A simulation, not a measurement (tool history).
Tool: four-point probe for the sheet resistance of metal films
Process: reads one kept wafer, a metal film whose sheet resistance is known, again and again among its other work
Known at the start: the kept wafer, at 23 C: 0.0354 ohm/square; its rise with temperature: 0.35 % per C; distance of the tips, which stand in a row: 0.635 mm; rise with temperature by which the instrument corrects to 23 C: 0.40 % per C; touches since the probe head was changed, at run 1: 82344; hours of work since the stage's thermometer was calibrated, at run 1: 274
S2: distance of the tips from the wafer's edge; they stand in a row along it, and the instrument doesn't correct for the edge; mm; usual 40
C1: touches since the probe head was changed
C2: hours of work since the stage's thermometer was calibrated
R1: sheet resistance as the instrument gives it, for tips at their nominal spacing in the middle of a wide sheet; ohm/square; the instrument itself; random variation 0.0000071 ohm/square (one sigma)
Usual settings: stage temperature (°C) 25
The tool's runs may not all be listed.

Run 1, hour 0.0: usual settings; C1 82344; C2 274. Result: R1 0.035643 ohm/square.
Run 2, hour 29.2: usual settings but S2 19 mm; C1 83718; C2 291. Result: R1 0.035666 ohm/square.
Run 3, hour 69.2: usual settings; C1 85594; C2 314. Result: R1 0.035639 ohm/square.
Run 4, hour 105.8: usual settings; C1 87315; C2 335. Result: R1 0.035653 ohm/square.
Run 5, hour 148.6: usual settings but S2 7 mm; C1 89327; C2 360. Result: R1 0.035800 ohm/square.
Run 6, hour 183.2: usual settings but S2 3 mm; C1 90953; C2 380. Result: R1 0.036485 ohm/square.
Run 7, hour 220.0: usual settings; C1 92680; C2 401. Result: R1 0.035674 ohm/square.
Run 8, hour 240.9: usual settings; C1 93664; C2 414. Result: R1 0.035663 ohm/square.
Run 9, hour 265.1: usual settings; C1 94801; C2 428. Result: R1 0.035676 ohm/square.
Run 10, hour 307.3: usual settings; C1 96782; C2 452. Result: R1 0.035679 ohm/square.
Run 11, hour 332.7: usual settings; C1 97973; C2 467. Result: R1 0.035671 ohm/square.
Run 12, hour 356.6: usual settings but stage temperature (°C) 23; C1 99100; C2 481. Result: R1 0.035714 ohm/square.
Run 13, hour 381.4: usual settings but stage temperature (°C) 23; C1 100264; C2 495. Result: R1 0.035731 ohm/square.
Run 14, hour 407.3: usual settings; C1 101477; C2 510. Result: R1 0.035686 ohm/square.
Run 15, hour 442.1: usual settings; C1 103116; C2 530. Result: R1 0.035698 ohm/square.
Run 16, hour 467.4: usual settings but stage temperature (°C) 22, S2 7 mm; C1 104303; C2 545. Result: R1 0.035910 ohm/square.
Run 17, hour 492.2: usual settings but stage temperature (°C) 22, S2 7 mm; C1 105467; C2 559. Result: R1 0.035905 ohm/square.
Run 18, hour 535.4: usual settings but stage temperature (°C) 32, S2 8 mm; C1 107497; C2 584. Result: R1 0.035708 ohm/square.
Run 19, hour 577.2: usual settings but stage temperature (°C) 32, S2 14 mm; C1 109464; C2 609. Result: R1 0.035626 ohm/square.
Run 20, hour 612.0: usual settings but stage temperature (°C) 32, S2 14 mm; C1 111098; C2 629. Result: R1 0.035620 ohm/square.
Run 21, hour 641.9: usual settings but stage temperature (°C) 32, S2 14 mm; C1 112502; C2 646. Result: R1 0.035641 ohm/square.
Run 22, hour 676.6: usual settings but stage temperature (°C) 31, S2 8 mm; C1 114132; C2 666. Result: R1 0.035743 ohm/square.
Run 23, hour 717.1: usual settings but stage temperature (°C) 27, S2 5 mm; C1 116034; C2 690. Result: R1 0.036006 ohm/square.
Run 24, hour 744.2: usual settings but stage temperature (°C) 24, S2 4 mm; C1 117306; C2 705. Result: R1 0.036221 ohm/square.
Run 25, hour 784.4: usual settings but stage temperature (°C) 24, S2 4 mm; C1 119198; C2 729. Result: R1 0.036240 ohm/square.
Run 26, hour 828.6: usual settings but stage temperature (°C) 24, S2 4 mm; C1 121275; C2 754. Result: R1 0.036235 ohm/square.
Run 27, hour 850.0: usual settings but stage temperature (°C) 24, S2 7 mm; C1 122278; C2 767. Result: R1 0.035911 ohm/square.

Measured less the same run without the tool's hidden state. The same run-to-run variation is in both; the gauge's scatter may not be:
The hidden state here: inner tips' distance over the nominal, %; tips' flats over new ones', %; wafer's true temperature over the reading, C; drift of the gauge itself on sheet_ohm, %.
run         R1
  1  +0.000264
  2  +0.000268
  3  +0.000273
  4  +0.000278
  5  +0.000285
  6  +0.000294
  7  +0.000293
  8  +0.000295
  9  +0.000298
 10  +0.000304
 11  +0.000307
 12  +0.000310
 13  +0.000314
 14  +0.000316
 15  +0.000322
 16  +0.000328
 17  +0.000331
 18  +0.000334
 19  +0.000338
 20  +0.000342
 21  +0.000346
 22  +0.000352
 23  +0.000359
 24  +0.000364
 25  +0.000369
 26  +0.000375
 27  +0.000375
